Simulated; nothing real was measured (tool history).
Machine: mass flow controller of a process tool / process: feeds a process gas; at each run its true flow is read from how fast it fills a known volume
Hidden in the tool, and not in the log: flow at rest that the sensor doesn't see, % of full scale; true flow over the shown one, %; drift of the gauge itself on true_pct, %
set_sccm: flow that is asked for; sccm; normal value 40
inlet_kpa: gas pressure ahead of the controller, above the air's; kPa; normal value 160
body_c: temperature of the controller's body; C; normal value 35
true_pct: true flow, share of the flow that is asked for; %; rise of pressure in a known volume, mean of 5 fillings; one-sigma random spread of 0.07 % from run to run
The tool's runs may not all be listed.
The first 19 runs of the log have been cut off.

| run | hour | set_sccm | inlet_kpa | body_c | hours of work since the controller was set to zero | hours of work since the controller was changed | true_pct |
|---|---|---|---|---|---|---|---|
|  | 4564.3 | controller's zero set anew |
| 20 | 4671.1 | 40 | 160 | 35 | 81 | 5811 | 98.06 |
| 21 | 4868.1 | 40 | 160 | 35 | 231 | 5961 | 97.99 |
| 22 | 5244.2 | 33 | 160 | 35 | 518 | 6247 | 97.48 |
| 23 | 5470.5 | 33 | 160 | 35 | 690 | 6419 | 97.36 |
| 24 | 5661.6 | 33 | 160 | 35 | 835 | 6565 | 97.44 |
| 25 | 5878.4 | 33 | 160 | 35 | 1001 | 6730 | 97.35 |
| 26 | 6196.4 | 40 | 141 | 24 | 1243 | 6972 | 98.36 |
| 27 | 6462.8 | 9 | 153 | 35 | 1445 | 7175 | 96.37 |
| 28 | 6795.9 | 39 | 241 | 22 | 1699 | 7428 | 97.82 |
| 29 | 6963.6 | 7 | 181 | 23 | 1827 | 7556 | 96.96 |
| 30 | 7156.4 | 7 | 181 | 35 | 1974 | 7703 | 96.4 |
| 31 | 7462.8 | 46 | 181 | 25 | 2207 | 7936 | 98.43 |
| 32 | 7834 | 25 | 218 | 31 | 2490 | 8219 | 96.89 |
| 33 | 8092.9 | 30 | 186 | 33 | 2687 | 8416 | 97.05 |
| 34 | 8391.4 | 29 | 170 | 33 | 2914 | 8643 | 97.04 |
| 35 | 8556.7 | 22 | 164 | 29 | 3040 | 8769 | 96.94 |
| 36 | 8844.4 | 21 | 160 | 35 | 3259 | 8988 | 96.81 |
| 37 | 9163.8 | 40 | 147 | 33 | 3502 | 9231 | 97.94 |
| 38 | 9500.2 | 18 | 275 | 40 | 3758 | 9487 | 95.95 |
| 39 | 9836.6 | 11 | 160 | 35 | 4014 | 9744 | 96.8 |
|  | 9910.2 | controller exchanged for a calibrated one |
| 40 | 10064.4 | 44 | 196 | 24 | 117 | 117 | 99.74 |
| 41 | 10378.5 | 16 | 160 | 35 | 357 | 357 | 97.9 |

Consider 3 possible next runs. They are alternatives, not a sequence: every one starts from the tool as it was left by run 41. What does each give?
| A | 10726.3 | 7 | 201 | 35 | 621 | 621 | ? |
| B | 10726.3 | 10 | 201 | 24 | 621 | 621 | ? |
| C | 10726.3 | 20 | 183 | 39 | 621 | 621 | ? |

| run | true_pct |
|---|---|
| A | 97.33 |
| B | 97.95 |
| C | 97.77 |
With no hidden state in the tool, these same runs would have given:
| run | true_pct |
|---|---|
| A | 96.67 |
| B | 97.49 |
| C | 97.53 |

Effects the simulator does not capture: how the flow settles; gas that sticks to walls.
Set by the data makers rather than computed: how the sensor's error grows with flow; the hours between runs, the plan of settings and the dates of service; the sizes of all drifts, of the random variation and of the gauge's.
